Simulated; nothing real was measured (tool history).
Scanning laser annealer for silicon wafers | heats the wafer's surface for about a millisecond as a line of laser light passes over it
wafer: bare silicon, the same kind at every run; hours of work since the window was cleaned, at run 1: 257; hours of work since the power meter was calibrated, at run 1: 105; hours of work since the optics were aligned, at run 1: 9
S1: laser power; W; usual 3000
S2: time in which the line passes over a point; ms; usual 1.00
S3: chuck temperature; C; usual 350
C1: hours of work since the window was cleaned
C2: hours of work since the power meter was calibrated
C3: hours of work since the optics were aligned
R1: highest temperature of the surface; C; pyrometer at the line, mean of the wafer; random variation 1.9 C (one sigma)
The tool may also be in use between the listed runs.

Run 1, hour 0.0: usual settings; C1 257; C2 105; C3 9. Result: R1 1158 C.
Run 2, hour 15.6: usual settings but S2 1.23 ms; C1 268; C2 116; C3 20. Result: R1 1255 C.
Run 3, hour 24.2: usual settings but S3 375 C; C1 274; C2 122; C3 25. Result: R1 1180 C.
Run 4, hour 37.3: usual settings but S2 0.72 ms; C1 283; C2 131; C3 35. Result: R1 1026 C.
Run 5, hour 53.1: usual settings; C1 294; C2 142; C3 46. Result: R1 1155 C.
Run 6, hour 67.5: usual settings; C1 304; C2 152; C3 55. Result: R1 1155 C.
Run 7, hour 81.1: usual settings but S1 3155 W; C1 313; C2 161; C3 65. Result: R1 1192 C.
Run 8, hour 98.9: usual settings but S1 3155 W; C1 325; C2 173; C3 77. Result: R1 1190 C.
Run 9, hour 114.7: usual settings; C1 336; C2 184; C3 88. Result: R1 1153 C.
At hour 121.5: window over the wafer cleaned.
Run 10, hour 125.7: usual settings but S2 1.21 ms; C1 3; C2 191; C3 94. Result: R1 1263 C.
Run 11, hour 142.9: usual settings but S2 1.21 ms; C1 15; C2 203; C3 106. Result: R1 1263 C.
Run 12, hour 150.9: usual settings but S2 0.94 ms; C1 20; C2 208; C3 112. Result: R1 1147 C.
Run 13, hour 162.6: usual settings but S2 0.94 ms; C1 29; C2 216; C3 120. Result: R1 1148 C.
Run 14, hour 178.3: usual settings but S1 2556 W, S3 359 C; C1 39; C2 227; C3 131. Result: R1 1068 C.
Run 15, hour 196.1: usual settings but S1 2633 W, S2 0.97 ms, S3 330 C; C1 52; C2 239; C3 143. Result: R1 1043 C.
Run 16, hour 206.9: usual settings but S2 1.14 ms; C1 59; C2 247; C3 151. Result: R1 1232 C.
Run 17, hour 214.8: usual settings but S1 3173 W, S2 1.14 ms, S3 311 C; C1 65; C2 252; C3 156. Result: R1 1242 C.
Run 18, hour 227.4: usual settings but S1 3051 W, S2 0.80 ms; C1 73; C2 261; C3 165. Result: R1 1089 C.
At hour 231.9: laser's power meter calibrated.
Run 19, hour 237.8: usual settings but S1 3070 W, S2 0.84 ms; C1 79; C2 4; C3 170. Result: R1 1113 C.
Run 20, hour 252.7: usual settings but S1 2885 W; C1 89; C2 14; C3 180. Result: R1 1138 C.
At hour 261.4: laser's power meter calibrated, once more.
Run 21, hour 273.0: usual settings but S1 2885 W; C1 101; C2 8; C3 192. Result: R1 1140 C.
Run 22, hour 283.0: usual settings but S2 1.03 ms, S3 368 C; C1 108; C2 15; C3 199. Result: R1 1197 C.
Run 23, hour 300.3: usual settings but S2 0.97 ms; C1 120; C2 27; C3 211. Result: R1 1153 C.
Run 24, hour 313.2: usual settings but S3 319 C; C1 129; C2 36; C3 220. Result: R1 1131 C.
Run 25, hour 321.6: usual settings but S1 3218 W, S2 1.20 ms; C1 135; C2 42; C3 226. Result: R1 1309 C.
Run 26, hour 338.1: usual settings but S1 2736 W, S2 0.86 ms; C1 146; C2 53; C3 237. Result: R1 1039 C.

Forecast each of these 4 alternatives for the next run:
Run A, hour 348.8: usual settings but S1 2793 W, S2 0.71 ms, S3 378 C; C1 153; C2 61; C3 245. Result: R1 ?.
Run B, hour 348.8: usual settings but S1 3029 W; C1 153; C2 61; C3 245. Result: R1 ?.
Run C, hour 348.8: usual settings but S1 2554 W, S2 0.86 ms, S3 341 C; C1 153; C2 61; C3 245. Result: R1 ?.
Run D, hour 348.8: usual settings but S1 2848 W, S2 0.86 ms; C1 153; C2 61; C3 245. Result: R1 ?.

run    R1
  A  1008
  B  1170
  C   987
  D  1063
Without the tool's hidden state the same runs would have given:
run    R1
  A  1020
  B  1186
  C  1000
  D  1076
